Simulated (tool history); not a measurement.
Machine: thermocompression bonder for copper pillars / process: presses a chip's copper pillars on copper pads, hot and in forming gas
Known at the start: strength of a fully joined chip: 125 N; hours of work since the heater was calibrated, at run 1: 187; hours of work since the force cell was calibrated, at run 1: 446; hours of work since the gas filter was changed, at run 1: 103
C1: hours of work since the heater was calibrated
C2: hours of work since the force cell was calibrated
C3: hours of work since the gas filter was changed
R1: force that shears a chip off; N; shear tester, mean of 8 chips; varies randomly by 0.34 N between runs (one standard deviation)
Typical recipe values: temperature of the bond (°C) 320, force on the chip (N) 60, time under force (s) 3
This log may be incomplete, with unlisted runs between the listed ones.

run 1 hour=0.0 | temperature_of_the_bond_(°C)=320 force_on_the_chip_(N)=60 time_under_force_(s)=3 | C1=187 C2=446 C3=103 | R1=47.6
run 2 hour=19.2 | temperature_of_the_bond_(°C)=320 force_on_the_chip_(N)=60 time_under_force_(s)=3 | C1=197 C2=456 C3=113 | R1=47.5
run 3 hour=35.5 | temperature_of_the_bond_(°C)=320 force_on_the_chip_(N)=60 time_under_force_(s)=3 | C1=206 C2=465 C3=122 | R1=47.5
run 4 hour=53.8 | temperature_of_the_bond_(°C)=320 force_on_the_chip_(N)=60 time_under_force_(s)=3 | C1=215 C2=475 C3=132 | R1=47.3
run 5 hour=67.8 | temperature_of_the_bond_(°C)=320 force_on_the_chip_(N)=60 time_under_force_(s)=3 | C1=223 C2=482 C3=139 | R1=47.3
run 6 hour=85.1 | temperature_of_the_bond_(°C)=320 force_on_the_chip_(N)=60 time_under_force_(s)=3 | C1=232 C2=492 C3=149 | R1=47.0
run 7 hour=95.9 | temperature_of_the_bond_(°C)=320 force_on_the_chip_(N)=60 time_under_force_(s)=3 | C1=238 C2=497 C3=155 | R1=47.1
run 8 hour=117.2 | temperature_of_the_bond_(°C)=320 force_on_the_chip_(N)=60 time_under_force_(s)=3 | C1=250 C2=509 C3=166 | R1=47.0
run 9 hour=133.4 | temperature_of_the_bond_(°C)=320 force_on_the_chip_(N)=60 time_under_force_(s)=5 | C1=258 C2=518 C3=175 | R1=56.8
-- hour=140.9 forming gas filter changed
run 10 hour=146.0 | temperature_of_the_bond_(°C)=320 force_on_the_chip_(N)=60 time_under_force_(s)=5 | C1=265 C2=524 C3=3 | R1=58.7
run 11 hour=158.0 | temperature_of_the_bond_(°C)=320 force_on_the_chip_(N)=60 time_under_force_(s)=5 | C1=271 C2=530 C3=9 | R1=59.1
run 12 hour=174.9 | temperature_of_the_bond_(°C)=320 force_on_the_chip_(N)=60 time_under_force_(s)=5 | C1=280 C2=540 C3=18 | R1=58.9
run 13 hour=188.0 | temperature_of_the_bond_(°C)=320 force_on_the_chip_(N)=60 time_under_force_(s)=3 | C1=287 C2=547 C3=25 | R1=49.0
run 14 hour=201.3 | temperature_of_the_bond_(°C)=327 force_on_the_chip_(N)=49 time_under_force_(s)=7 | C1=294 C2=554 C3=32 | R1=59.2
run 15 hour=218.8 | temperature_of_the_bond_(°C)=306 force_on_the_chip_(N)=43 time_under_force_(s)=4 | C1=304 C2=563 C3=42 | R1=34.8
run 16 hour=235.5 | temperature_of_the_bond_(°C)=304 force_on_the_chip_(N)=90 time_under_force_(s)=8 | C1=313 C2=572 C3=51 | R1=82.3
run 17 hour=247.3 | temperature_of_the_bond_(°C)=320 force_on_the_chip_(N)=88 time_under_force_(s)=3 | C1=319 C2=578 C3=57 | R1=66.5
run 18 hour=260.7 | temperature_of_the_bond_(°C)=338 force_on_the_chip_(N)=61 time_under_force_(s)=5 | C1=326 C2=586 C3=64 | R1=67.4
run 19 hour=271.6 | temperature_of_the_bond_(°C)=317 force_on_the_chip_(N)=57 time_under_force_(s)=5 | C1=332 C2=591 C3=70 | R1=55.1
run 20 hour=287.7 | temperature_of_the_bond_(°C)=317 force_on_the_chip_(N)=76 time_under_force_(s)=5 | C1=341 C2=600 C3=79 | R1=69.0
run 21 hour=297.6 | temperature_of_the_bond_(°C)=320 force_on_the_chip_(N)=51 time_under_force_(s)=3 | C1=346 C2=605 C3=84 | R1=41.5
run 22 hour=318.6 | temperature_of_the_bond_(°C)=320 force_on_the_chip_(N)=75 time_under_force_(s)=4 | C1=357 C2=617 C3=95 | R1=64.8
run 23 hour=328.5 | temperature_of_the_bond_(°C)=305 force_on_the_chip_(N)=75 time_under_force_(s)=3 | C1=363 C2=622 C3=101 | R1=51.3
run 24 hour=340.2 | temperature_of_the_bond_(°C)=294 force_on_the_chip_(N)=78 time_under_force_(s)=3 | C1=369 C2=628 C3=107 | R1=49.6
run 25 hour=350.3 | temperature_of_the_bond_(°C)=310 force_on_the_chip_(N)=78 time_under_force_(s)=4 | C1=374 C2=634 C3=112 | R1=62.8

Below are 4 alternative next runs, each starting from the tool's condition after run 25. Predict each:
run A hour=362.8 | temperature_of_the_bond_(°C)=320 force_on_the_chip_(N)=49 time_under_force_(s)=3 | C1=381 C2=640 C3=119 | R1=?
run B hour=362.8 | temperature_of_the_bond_(°C)=320 force_on_the_chip_(N)=64 time_under_force_(s)=3 | C1=381 C2=640 C3=119 | R1=?
run C hour=362.8 | temperature_of_the_bond_(°C)=310 force_on_the_chip_(N)=72 time_under_force_(s)=5 | C1=381 C2=640 C3=119 | R1=?
run D hour=362.8 | temperature_of_the_bond_(°C)=320 force_on_the_chip_(N)=37 time_under_force_(s)=2 | C1=381 C2=640 C3=119 | R1=?

run=A R1=40.2
run=B R1=51.3
run=C R1=63.7
run=D R1=25.0
What these runs would have given with no unlogged condition in the tool:
run=A R1=38.7
run=B R1=49.6
run=C R1=61.9
run=D R1=23.9
